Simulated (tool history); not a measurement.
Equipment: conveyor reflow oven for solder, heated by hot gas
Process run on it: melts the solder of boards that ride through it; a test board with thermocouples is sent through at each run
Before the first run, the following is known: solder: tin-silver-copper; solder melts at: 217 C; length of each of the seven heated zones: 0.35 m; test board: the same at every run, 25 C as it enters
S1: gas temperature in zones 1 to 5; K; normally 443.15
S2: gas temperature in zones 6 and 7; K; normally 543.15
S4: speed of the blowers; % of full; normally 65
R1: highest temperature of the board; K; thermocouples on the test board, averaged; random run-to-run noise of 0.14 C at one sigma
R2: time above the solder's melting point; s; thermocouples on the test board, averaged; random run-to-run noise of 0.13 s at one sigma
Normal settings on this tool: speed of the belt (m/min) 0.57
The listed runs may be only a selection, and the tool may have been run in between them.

run 1 hour=0 | S1=443.15 S2=543.15 speed_of_the_belt_(m/min)=0.57 S4=65 | R1=525.55 R2=54
run 2 hour=8.4 | S1=443.15 S2=543.15 speed_of_the_belt_(m/min)=0.57 S4=65 | R1=525.25 R2=54
run 3 hour=15.9 | S1=443.15 S2=543.15 speed_of_the_belt_(m/min)=0.57 S4=65 | R1=525.35 R2=54.2
run 4 hour=23.1 | S1=443.15 S2=543.15 speed_of_the_belt_(m/min)=0.584 S4=65 | R1=524.55 R2=52
run 5 hour=30.2 | S1=429.15 S2=543.15 speed_of_the_belt_(m/min)=0.584 S4=65 | R1=522.05 R2=46.1
run 6 hour=41.2 | S1=429.15 S2=543.15 speed_of_the_belt_(m/min)=0.584 S4=65 | R1=521.95 R2=45.9
run 7 hour=49.1 | S1=429.15 S2=543.15 speed_of_the_belt_(m/min)=0.584 S4=65 | R1=522.15 R2=45.7
run 8 hour=56.9 | S1=429.15 S2=543.15 speed_of_the_belt_(m/min)=0.584 S4=65 | R1=522.15 R2=45.9
run 9 hour=63.3 | S1=429.15 S2=543.15 speed_of_the_belt_(m/min)=0.584 S4=65 | R1=522.05 R2=45.9
run 10 hour=71 | S1=429.15 S2=543.15 speed_of_the_belt_(m/min)=0.584 S4=65 | R1=521.95 R2=45.8
run 11 hour=80.2 | S1=429.15 S2=543.15 speed_of_the_belt_(m/min)=0.584 S4=65 | R1=522.15 R2=45.7
run 12 hour=89.5 | S1=448.15 S2=543.15 speed_of_the_belt_(m/min)=0.57 S4=72 | R1=527.65 R2=57.5
run 13 hour=100.7 | S1=448.15 S2=543.15 speed_of_the_belt_(m/min)=0.57 S4=72 | R1=527.75 R2=57.7

Run 14 is up next; what results do you expect?
-- hour=105.9 belt drive overhauled, speed set with a stopwatch
run 14 hour=114.3 | S1=443.15 S2=543.15 speed_of_the_belt_(m/min)=0.523 S4=70 | R1=? R2=?

R1: 528.95 K
R2: 62.3 s
Minus the tool's unlogged condition, the same run would have read R1 531.45 K, R2 64 s.
